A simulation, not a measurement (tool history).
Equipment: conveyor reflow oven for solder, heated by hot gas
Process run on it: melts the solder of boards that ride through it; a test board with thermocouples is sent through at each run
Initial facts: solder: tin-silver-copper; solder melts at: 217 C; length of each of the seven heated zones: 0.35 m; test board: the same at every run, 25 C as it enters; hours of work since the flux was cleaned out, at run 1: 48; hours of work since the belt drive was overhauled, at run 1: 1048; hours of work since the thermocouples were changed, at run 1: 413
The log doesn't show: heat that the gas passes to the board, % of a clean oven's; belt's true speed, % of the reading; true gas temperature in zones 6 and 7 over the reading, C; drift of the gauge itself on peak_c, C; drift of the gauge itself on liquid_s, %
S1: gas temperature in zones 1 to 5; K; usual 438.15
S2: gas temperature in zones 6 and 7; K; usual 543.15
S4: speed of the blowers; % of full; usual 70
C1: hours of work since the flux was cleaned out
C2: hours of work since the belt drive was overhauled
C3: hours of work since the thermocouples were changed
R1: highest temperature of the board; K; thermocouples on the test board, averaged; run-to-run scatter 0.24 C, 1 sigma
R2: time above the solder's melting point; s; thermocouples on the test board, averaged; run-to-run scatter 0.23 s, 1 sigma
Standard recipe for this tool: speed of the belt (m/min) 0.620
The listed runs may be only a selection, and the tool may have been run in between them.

run 1 hour=0.0 | S1=438.15 S2=543.15 speed_of_the_belt_(m/min)=0.620 S4=70 | C1=48 C2=1048 C3=413 | R1=526.85 R2=50.4
run 2 hour=48.6 | S1=447.15 S2=543.15 speed_of_the_belt_(m/min)=0.620 S4=70 | C1=75 C2=1075 C3=441 | R1=528.45 R2=54.0
run 3 hour=71.3 | S1=438.15 S2=543.15 speed_of_the_belt_(m/min)=0.620 S4=70 | C1=88 C2=1088 C3=454 | R1=527.05 R2=50.8
run 4 hour=93.3 | S1=438.15 S2=543.15 speed_of_the_belt_(m/min)=0.620 S4=70 | C1=100 C2=1100 C3=466 | R1=526.85 R2=50.5
run 5 hour=115.1 | S1=438.15 S2=543.15 speed_of_the_belt_(m/min)=0.620 S4=70 | C1=113 C2=1113 C3=478 | R1=526.95 R2=50.1
run 6 hour=144.1 | S1=438.15 S2=543.15 speed_of_the_belt_(m/min)=0.620 S4=70 | C1=129 C2=1129 C3=495 | R1=527.25 R2=50.5
run 7 hour=172.6 | S1=438.15 S2=543.15 speed_of_the_belt_(m/min)=0.620 S4=70 | C1=145 C2=1145 C3=511 | R1=527.15 R2=49.8
-- hour=192.9 belt drive overhauled, speed set with a stopwatch
run 8 hour=212.4 | S1=438.15 S2=543.15 speed_of_the_belt_(m/min)=0.619 S4=70 | C1=165 C2=11 C3=531 | R1=525.75 R2=48.5
-- hour=256.9 flux residue cleaned out of gas plates and filters
run 9 hour=264.6 | S1=438.15 S2=543.15 speed_of_the_belt_(m/min)=0.619 S4=70 | C1=4 C2=38 C3=557 | R1=526.85 R2=49.0
run 10 hour=296.4 | S1=435.15 S2=537.15 speed_of_the_belt_(m/min)=0.637 S4=64 | C1=22 C2=55 C3=575 | R1=517.75 R2=39.7
run 11 hour=330.1 | S1=438.15 S2=543.15 speed_of_the_belt_(m/min)=0.511 S4=70 | C1=41 C2=74 C3=594 | R1=532.75 R2=65.3
run 12 hour=361.7 | S1=443.15 S2=539.15 speed_of_the_belt_(m/min)=0.591 S4=76 | C1=59 C2=92 C3=612 | R1=527.15 R2=53.9
run 13 hour=404.1 | S1=443.15 S2=539.15 speed_of_the_belt_(m/min)=0.591 S4=76 | C1=83 C2=116 C3=636 | R1=527.15 R2=54.0
run 14 hour=449.4 | S1=438.15 S2=543.15 speed_of_the_belt_(m/min)=0.620 S4=53 | C1=108 C2=142 C3=661 | R1=519.65 R2=42.5
run 15 hour=491.5 | S1=438.15 S2=543.15 speed_of_the_belt_(m/min)=0.620 S4=53 | C1=132 C2=165 C3=685 | R1=519.55 R2=42.4

5 options for the next run, each taken on its own from the tool as it stands now. Forecast them:
run A hour=519.5 | S1=435.15 S2=543.15 speed_of_the_belt_(m/min)=0.620 S4=70 | C1=148 C2=181 C3=701 | R1=? R2=?
run B hour=519.5 | S1=438.15 S2=543.15 speed_of_the_belt_(m/min)=0.705 S4=90 | C1=148 C2=181 C3=701 | R1=? R2=?
run C hour=519.5 | S1=438.15 S2=543.15 speed_of_the_belt_(m/min)=0.521 S4=53 | C1=148 C2=181 C3=701 | R1=? R2=?
run D hour=519.5 | S1=438.15 S2=556.15 speed_of_the_belt_(m/min)=0.620 S4=63 | C1=148 C2=181 C3=701 | R1=? R2=?
run E hour=519.5 | S1=438.15 S2=546.15 speed_of_the_belt_(m/min)=0.620 S4=60 | C1=148 C2=181 C3=701 | R1=? R2=?

run=A R1=526.05 R2=47.9
run=B R1=528.25 R2=43.5
run=C R1=526.75 R2=57.7
run=D R1=535.15 R2=52.8
run=E R1=525.35 R2=47.0
Stripped of hidden state, with their random variation kept, the same runs would have yielded:
run=A R1=524.85 R2=47.1
run=B R1=527.15 R2=42.9
run=C R1=525.45 R2=56.5
run=D R1=534.05 R2=52.0
run=E R1=524.15 R2=46.1

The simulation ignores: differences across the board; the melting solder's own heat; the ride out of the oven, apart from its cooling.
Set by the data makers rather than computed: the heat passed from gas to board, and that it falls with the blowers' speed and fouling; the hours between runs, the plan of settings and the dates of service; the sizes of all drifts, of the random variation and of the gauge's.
